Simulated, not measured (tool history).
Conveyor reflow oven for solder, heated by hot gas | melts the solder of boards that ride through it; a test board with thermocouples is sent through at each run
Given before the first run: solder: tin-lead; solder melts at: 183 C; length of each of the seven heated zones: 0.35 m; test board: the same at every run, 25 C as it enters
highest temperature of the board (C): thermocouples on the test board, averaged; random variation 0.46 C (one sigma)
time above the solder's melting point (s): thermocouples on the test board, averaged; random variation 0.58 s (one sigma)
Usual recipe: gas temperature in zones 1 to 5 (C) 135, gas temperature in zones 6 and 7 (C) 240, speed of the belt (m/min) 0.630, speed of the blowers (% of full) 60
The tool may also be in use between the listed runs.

| run | hour | gas temperature in zones 1 to 5 (C) | gas temperature in zones 6 and 7 (C) | speed of the belt (m/min) | speed of the blowers (% of full) | highest temperature of the board (C) | time above the solder's melting point (s) |
|---|---|---|---|---|---|---|---|
| 1 | 0.0 | 135 | 240 | 0.630 | 60 | 217.9 | 49.3 |
| 2 | 66.9 | 135 | 240 | 0.630 | 60 | 216.7 | 50.3 |
| 3 | 130.2 | 135 | 240 | 0.630 | 60 | 216.8 | 47.7 |
| 4 | 170.7 | 135 | 240 | 0.630 | 60 | 216.1 | 48.5 |
| 5 | 250.8 | 135 | 240 | 0.630 | 60 | 215.2 | 47.7 |
|  | 260.1 | flux residue cleaned out of gas plates and filters |
|  | 281.0 | belt drive overhauled, speed set with a stopwatch |
| 6 | 300.3 | 135 | 246 | 0.630 | 60 | 216.5 | 47.8 |
| 7 | 372.0 | 135 | 245 | 0.630 | 60 | 216.6 | 47.7 |
|  | 441.5 | flux residue cleaned out of gas plates and filters, once more |
| 8 | 465.6 | 135 | 245 | 0.630 | 87 | 227.9 | 55.5 |
| 9 | 541.5 | 135 | 255 | 0.605 | 82 | 238.0 | 62.8 |
| 10 | 624.2 | 135 | 255 | 0.531 | 61 | 234.5 | 69.8 |
| 11 | 671.2 | 135 | 228 | 0.605 | 73 | 209.4 | 45.9 |
| 12 | 736.4 | 135 | 228 | 0.668 | 67 | 204.6 | 33.5 |
| 13 | 780.1 | 135 | 228 | 0.668 | 67 | 202.7 | 34.0 |

The next listed run, before its measurement:
| 14 | 857.5 | 135 | 228 | 0.668 | 67 | ? | ? |

Run 14 came out at highest temperature of the board (C) 203.5, time above the solder's melting point (s) 32.9.
Without the tool's hidden state the same run would have given highest temperature of the board (C) 208.8, time above the solder's melting point (s) 38.4.

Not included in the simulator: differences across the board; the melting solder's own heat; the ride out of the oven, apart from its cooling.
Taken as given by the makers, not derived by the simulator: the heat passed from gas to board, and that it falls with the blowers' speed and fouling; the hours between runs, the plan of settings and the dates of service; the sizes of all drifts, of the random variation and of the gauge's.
